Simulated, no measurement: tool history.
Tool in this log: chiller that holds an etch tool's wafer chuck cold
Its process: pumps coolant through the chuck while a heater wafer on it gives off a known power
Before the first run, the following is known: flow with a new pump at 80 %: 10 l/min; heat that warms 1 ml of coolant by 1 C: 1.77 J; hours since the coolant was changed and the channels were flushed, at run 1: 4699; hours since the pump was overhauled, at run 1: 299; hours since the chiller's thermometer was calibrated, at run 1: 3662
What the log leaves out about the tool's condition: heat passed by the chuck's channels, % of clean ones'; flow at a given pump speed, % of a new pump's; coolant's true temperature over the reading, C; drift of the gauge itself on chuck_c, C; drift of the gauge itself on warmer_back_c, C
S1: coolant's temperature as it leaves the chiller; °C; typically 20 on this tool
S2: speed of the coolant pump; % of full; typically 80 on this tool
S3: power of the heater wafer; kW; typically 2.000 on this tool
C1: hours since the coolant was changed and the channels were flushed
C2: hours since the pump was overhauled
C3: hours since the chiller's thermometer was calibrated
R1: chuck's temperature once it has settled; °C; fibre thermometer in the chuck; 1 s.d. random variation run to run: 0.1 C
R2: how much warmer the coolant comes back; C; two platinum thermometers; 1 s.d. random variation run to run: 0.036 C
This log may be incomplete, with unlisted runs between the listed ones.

run	hour	S1	S2	S3	C1	C2	C3	R1	R2
1	0.0	20	80	2.000	4699	299	3662	34.5	6.87
2	33.2	20	80	2.000	4733	333	3696	34.5	6.91
3	82.9	20	80	2.000	4782	382	3745	34.6	6.87
4	119.0	20	80	2.432	4818	418	3781	37.6	8.39
5	170.5	20	80	2.432	4870	470	3833	37.8	8.36
6	214.9	20	80	2.432	4914	514	3877	37.7	8.35
7	251.6	20	80	1.575	4951	551	3914	31.6	5.40
8	299.4	20	80	1.575	4999	599	3962	31.5	5.49
9	370.5	20	61	1.575	5070	670	4033	35.0	7.26
10	411.9	20	61	1.575	5111	711	4074	35.1	7.41
11	442.9	20	82	2.000	5142	742	4105	34.2	6.69
12	483.5	20	66	2.000	5183	783	4146	37.7	8.56
# hour 525.0: chiller's thermometer calibrated
13	538.5	20	66	2.000	5237	837	13	37.3	8.52
14	569.2	20	80	2.131	5268	868	44	35.6	7.40
15	641.1	28	80	2.000	5339	940	116	42.5	6.95
16	684.3	28	80	2.000	5383	983	159	42.4	6.96
17	747.0	22	80	1.320	5445	1046	222	31.7	4.63
18	782.4	15	80	1.448	5481	1081	257	25.4	5.02
19	855.0	20	95	2.000	5553	1153	330	32.4	5.78
20	928.5	11	85	2.000	5627	1227	403	25.0	6.58
21	979.8	16	80	1.471	5678	1278	455	26.6	5.16
22	1023.5	20	81	1.056	5722	1322	498	27.8	3.62
# hour 1032.7: coolant pump overhauled
23	1068.4	20	100	2.000	5762	36	538	32.2	5.50
24	1116.6	20	77	1.066	5810	84	587	28.4	3.86
25	1185.5	24	75	2.787	5879	153	656	46.1	10.64
26	1243.6	24	75	2.787	5937	211	714	46.2	10.59
# hour 1255.0: coolant pump overhauled, once more
27	1298.1	24	75	2.787	5986	43	763	45.4	10.30
28	1373.1	13	86	2.052	6061	118	838	27.0	6.47
29	1404.4	13	75	2.373	6093	149	869	31.4	8.77
30	1450.9	23	83	1.227	6139	196	916	31.5	4.02
31	1486.7	15	81	2.258	6175	232	952	31.1	7.62

What if the next run were any one of these 4? Each begins from the tool's condition after run 31:
A	1535.7	21	80	2.000	6224	281	1001	?	?
B	1535.7	20	69	1.637	6224	281	1001	?	?
C	1535.7	20	66	2.000	6224	281	1001	?	?
D	1535.7	20	72	2.329	6224	281	1001	?	?

run	R1	R2
A	35.6	6.82
B	33.7	6.58
C	37.7	8.48
D	38.9	9.00
Had the tool no hidden state, the same runs would have come out as:
run	R1	R2
A	34.2	6.75
B	32.4	6.51
C	36.0	8.39
D	37.1	8.91

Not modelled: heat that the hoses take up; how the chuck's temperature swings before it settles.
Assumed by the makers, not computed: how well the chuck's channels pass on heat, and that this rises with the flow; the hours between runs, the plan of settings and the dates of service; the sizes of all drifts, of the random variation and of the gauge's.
